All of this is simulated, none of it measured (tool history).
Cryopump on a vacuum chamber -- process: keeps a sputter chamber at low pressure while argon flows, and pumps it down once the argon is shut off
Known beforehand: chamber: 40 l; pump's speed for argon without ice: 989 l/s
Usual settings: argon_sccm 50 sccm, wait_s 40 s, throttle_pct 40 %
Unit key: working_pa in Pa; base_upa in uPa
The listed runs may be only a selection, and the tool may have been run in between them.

run   hour  argon_sccm  wait_s  throttle_pct  working_pa  base_upa
  1      0          50      40            40      0.2341      3.19
  2   34.4          50      40            40      0.2346      3.21
  3   56.3          50      40            40      0.2333      3.19
  4   80.5          50      40            40      0.2348      3.31
  5  107.3          50      40            40      0.2352      3.35
     121.3  -- pump warmed up, emptied and cooled again
  6  144.6          50      40            40      0.2158      3.04
  7  177.9          50      40            40      0.2153      3.09
  8  197.4          50      40            45       0.192      3.14
  9  220.3          50      40            19      0.4519      3.23
 10  241.5          50      23            40      0.2186      4.44
 11  266.3          50      40            40      0.2154      3.22
 12  293.5          50      40            24      0.3622      3.34
 13    321          50      40            24      0.3613       3.2
 14  348.6          50      40            24       0.362      3.33
 15  374.8          50      40            24      0.3652      3.47
 16  396.5          50      40            24      0.3622      3.34
 17  426.8          20      40            24      0.1449      3.53
 18  463.1          78      38            54      0.2604      3.58
 19  483.2          50      89            40      0.2232      2.65
 20  500.9          50      40            36      0.2475       3.6
 21  529.1          98      40            36      0.4816      3.52
 22  554.5          95      21            25      0.6673      5.22
 23  593.3          42     265            20      0.3662      2.29
 24  619.7          94      33            16      1.0269      4.26
 25  646.2          31      40            34      0.1639      3.81
 26  669.9          31      40            34       0.163      3.94
 27  704.8          22      89            40      0.0993      3.02
 28  723.1          24      94            40      0.1097      2.91
 29  761.3          31     126            19       0.287      2.95
 30  794.8          41      97            19      0.3826      3.19
 31  814.4          92      40            33      0.5096      4.16
 32  846.7          92      40            49      0.3565      4.28
 33  876.3          92      40            49      0.3574      4.34
 34  898.2          43     270            30      0.2623      2.84

Branching from run 34: 4 alternative next runs. What would each branch give?
  A  931.1          88      57            30           ?         ?
  B  931.1          47      23            50           ?         ?
  C  931.1          81      26            29           ?         ?
  D  931.1          93      92            57           ?         ?

run  working_pa  base_upa
  A       0.538      3.98
  B      0.1802      5.57
  C      0.5106      5.29
  D      0.3165      3.42
With no hidden state in the tool, these same runs would have given:
run  working_pa  base_upa
  A      0.5005      1.52
  B      0.1602      3.15
  C      0.4762      2.87
  D      0.2772         1
